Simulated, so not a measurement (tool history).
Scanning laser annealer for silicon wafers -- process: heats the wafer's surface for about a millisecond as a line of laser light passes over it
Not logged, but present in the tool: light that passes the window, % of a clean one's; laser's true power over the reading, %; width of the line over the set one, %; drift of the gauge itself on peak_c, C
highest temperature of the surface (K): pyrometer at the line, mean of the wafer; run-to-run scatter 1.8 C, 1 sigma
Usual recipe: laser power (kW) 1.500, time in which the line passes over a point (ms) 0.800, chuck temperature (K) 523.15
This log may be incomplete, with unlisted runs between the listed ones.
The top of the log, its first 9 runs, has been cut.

run	hour	laser power (kW)	time in which the line passes over a point (ms)	chuck temperature (K)	hours of work since the window was cleaned	hours of work since the power meter was calibrated	hours of work since the optics were aligned	highest temperature of the surface (K)
10	632.7	1.500	0.800	506.15	337	1605	967	1206.15
11	680.4	1.500	0.800	506.15	356	1624	986	1208.15
12	769.2	1.500	0.800	523.15	392	1660	1022	1222.15
13	837.1	1.500	0.800	523.15	420	1688	1050	1223.15
14	892.3	1.500	0.800	523.15	442	1710	1072	1221.15
15	960.8	1.492	0.800	523.15	470	1738	1100	1214.15
16	1051.0	1.492	0.800	523.15	507	1774	1136	1212.15
17	1114.4	1.492	0.800	523.15	532	1800	1162	1215.15
18	1167.1	1.492	0.800	523.15	554	1821	1183	1211.15
# hour 1253.8: optics aligned, line set to its width
19	1254.0	1.500	0.970	523.15	587	1855	0	1299.15
20	1321.4	1.500	0.800	489.15	614	1882	27	1192.15
21	1378.8	1.500	0.800	523.15	637	1905	51	1223.15
22	1426.9	1.395	0.927	523.15	657	1925	70	1219.15

Run 23 comes next. What will it give?
23	1476.8	1.577	0.800	499.15	677	1945	90	?

highest temperature of the surface (K): 1237.15
With the hidden condition absent and the run-to-run variation left alone, this run would have shown highest temperature of the surface (K) 1267.15.
